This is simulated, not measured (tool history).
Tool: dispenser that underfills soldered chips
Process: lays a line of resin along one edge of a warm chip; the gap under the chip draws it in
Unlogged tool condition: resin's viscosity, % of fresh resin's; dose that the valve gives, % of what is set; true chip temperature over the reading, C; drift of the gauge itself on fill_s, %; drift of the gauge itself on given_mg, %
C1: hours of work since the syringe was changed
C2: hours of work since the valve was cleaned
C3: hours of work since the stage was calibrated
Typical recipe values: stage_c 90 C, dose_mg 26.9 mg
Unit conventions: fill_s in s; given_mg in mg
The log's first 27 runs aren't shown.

run 28 day=5.658 | stage_c=86 dose_mg=33.8 | C1=4 C2=74 C3=248 | fill_s=43.2 given_mg=31.95
-- day=5.792 new syringe of resin
run 29 day=5.858 | stage_c=86 dose_mg=33.8 | C1=1 C2=77 C3=251 | fill_s=37.7 given_mg=31.98
run 30 day=6.079 | stage_c=86 dose_mg=26.7 | C1=5 C2=81 C3=255 | fill_s=45.5 given_mg=24.93
-- day=6.175 new syringe of resin
run 31 day=6.283 | stage_c=81 dose_mg=26.9 | C1=2 C2=84 C3=258 | fill_s=47.2 given_mg=25.28
run 32 day=6.488 | stage_c=81 dose_mg=26.9 | C1=5 C2=87 C3=261 | fill_s=55.9 given_mg=25.32
-- day=6.562 new syringe of resin
run 33 day=6.717 | stage_c=104 dose_mg=34.7 | C1=3 C2=91 C3=265 | fill_s=21.9 given_mg=32.47
-- day=6.938 new syringe of resin
run 34 day=6.971 | stage_c=86 dose_mg=28.5 | C1=1 C2=95 C3=269 | fill_s=36.8 given_mg=26.71
run 35 day=7.188 | stage_c=98 dose_mg=29.2 | C1=4 C2=99 C3=273 | fill_s=28.7 given_mg=27.19

What if the next run were any one of these 4? Each begins from the tool's condition after run 35:
-- day=7.304 new syringe of resin
run A day=7.383 | stage_c=92 dose_mg=26.9 | C1=1 C2=102 C3=276 | fill_s=? given_mg=?
-- day=7.304 new syringe of resin
run B day=7.383 | stage_c=93 dose_mg=23.9 | C1=1 C2=102 C3=276 | fill_s=? given_mg=?
-- day=7.304 new syringe of resin
run C day=7.383 | stage_c=78 dose_mg=28.3 | C1=1 C2=102 C3=276 | fill_s=? given_mg=?
-- day=7.304 new syringe of resin
run D day=7.383 | stage_c=86 dose_mg=28.6 | C1=1 C2=102 C3=276 | fill_s=? given_mg=?

run=A fill_s=31.8 given_mg=24.70
run=B fill_s=31.2 given_mg=22.12
run=C fill_s=50.6 given_mg=26.17
run=D fill_s=38.0 given_mg=26.52
With the hidden condition removed and each run's random variation left untouched, the same runs would have given:
run=A fill_s=31.0 given_mg=26.65
run=B fill_s=30.2 given_mg=23.86
run=C fill_s=49.8 given_mg=28.23
run=D fill_s=37.3 given_mg=28.61
